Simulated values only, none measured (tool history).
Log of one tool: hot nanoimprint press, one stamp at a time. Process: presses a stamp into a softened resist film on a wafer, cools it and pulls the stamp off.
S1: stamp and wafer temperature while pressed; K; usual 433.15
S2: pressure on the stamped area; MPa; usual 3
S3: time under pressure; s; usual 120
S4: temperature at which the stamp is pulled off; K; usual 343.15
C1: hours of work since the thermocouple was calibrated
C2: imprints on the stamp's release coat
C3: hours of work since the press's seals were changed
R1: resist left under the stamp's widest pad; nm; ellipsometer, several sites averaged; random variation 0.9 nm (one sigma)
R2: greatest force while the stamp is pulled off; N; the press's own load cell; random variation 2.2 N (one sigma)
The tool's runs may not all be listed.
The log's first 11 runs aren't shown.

run 12 hour=581.5 | S1=433.15 S2=3 S3=120 S4=343.15 | C1=353 C2=1284 C3=521 | R1=115.5 R2=156
run 13 hour=660.5 | S1=430.15 S2=3 S3=120 S4=343.15 | C1=396 C2=1592 C3=564 | R1=139.4 R2=174
-- hour=684.5 stamp cleaned and given a new release coat
run 14 hour=733.4 | S1=433.15 S2=3 S3=120 S4=343.15 | C1=433 C2=191 C3=600 | R1=114.1 R2=103
-- hour=762.2 press's hydraulic seals changed and the load cell set to zero
run 15 hour=814.7 | S1=433.15 S2=3 S3=120 S4=343.15 | C1=473 C2=476 C3=29 | R1=113.4 R2=115
-- hour=880.1 plate thermocouple calibrated
run 16 hour=897.6 | S1=441.15 S2=2.39 S3=136 S4=351.15 | C1=10 C2=788 C3=72 | R1=70.3 R2=104
run 17 hour=970 | S1=441.15 S2=2.39 S3=136 S4=351.15 | C1=49 C2=1070 C3=112 | R1=68.2 R2=115
run 18 hour=1049 | S1=436.15 S2=2.86 S3=224 S4=343.15 | C1=92 C2=1378 C3=155 | R1=65.7 R2=148
-- hour=1125.5 stamp cleaned and given a new release coat
run 19 hour=1125.5 | S1=436.15 S2=2.74 S3=81 S4=335.15 | C1=131 C2=0 C3=194 | R1=106.5 R2=111
run 20 hour=1188.9 | S1=444.15 S2=2.74 S3=69 S4=335.15 | C1=165 C2=247 C3=228 | R1=73.3 R2=125
run 21 hour=1231.4 | S1=444.15 S2=2.74 S3=69 S4=335.15 | C1=189 C2=413 C3=251 | R1=72.6 R2=134
run 22 hour=1273.1 | S1=434.15 S2=2.74 S3=69 S4=333.15 | C1=211 C2=575 C3=274 | R1=128.7 R2=147
-- hour=1283.1 plate thermocouple calibrated, once more
run 23 hour=1336.5 | S1=441.15 S2=2.74 S3=173 S4=335.15 | C1=29 C2=811 C3=307 | R1=67.3 R2=155
run 24 hour=1392.5 | S1=436.15 S2=3 S3=171 S4=340.15 | C1=60 C2=1029 C3=338 | R1=88.5 R2=153
run 25 hour=1435.9 | S1=435.15 S2=3 S3=154 S4=343.15 | C1=83 C2=1199 C3=361 | R1=98.1 R2=155
run 26 hour=1497.9 | S1=443.15 S2=4.55 S3=101 S4=342.15 | C1=117 C2=1440 C3=395 | R1=60.1 R2=176
-- hour=1560.1 stamp cleaned and given a new release coat
run 27 hour=1564.6 | S1=443.15 S2=4.55 S3=101 S4=342.15 | C1=151 C2=18 C3=429 | R1=60.2 R2=97
run 28 hour=1619.2 | S1=443.15 S2=4.55 S3=101 S4=342.15 | C1=180 C2=231 C3=458 | R1=58.1 R2=113
run 29 hour=1660.6 | S1=444.15 S2=3.13 S3=129 S4=330.15 | C1=203 C2=392 C3=481 | R1=58.6 R2=144
run 30 hour=1700.2 | S1=431.15 S2=3 S3=120 S4=339.15 | C1=225 C2=546 C3=503 | R1=135.6 R2=134

3 ways to go on from here, each from the tool as it stands after run 30. What would each give?
run A hour=1768.6 | S1=431.15 S2=2.01 S3=120 S4=347.15 | C1=262 C2=813 C3=540 | R1=? R2=?
run B hour=1768.6 | S1=433.15 S2=1.91 S3=120 S4=343.15 | C1=262 C2=813 C3=540 | R1=? R2=?
run C hour=1768.6 | S1=422.15 S2=3 S3=61 S4=343.15 | C1=262 C2=813 C3=540 | R1=? R2=?

run=A R1=159.8 R2=123
run=B R1=143.9 R2=136
run=C R1=264.9 R2=139
Without the tool's hidden state the same runs would have given:
run=A R1=166.1 R2=90
run=B R1=149.8 R2=100
run=C R1=271.2 R2=102
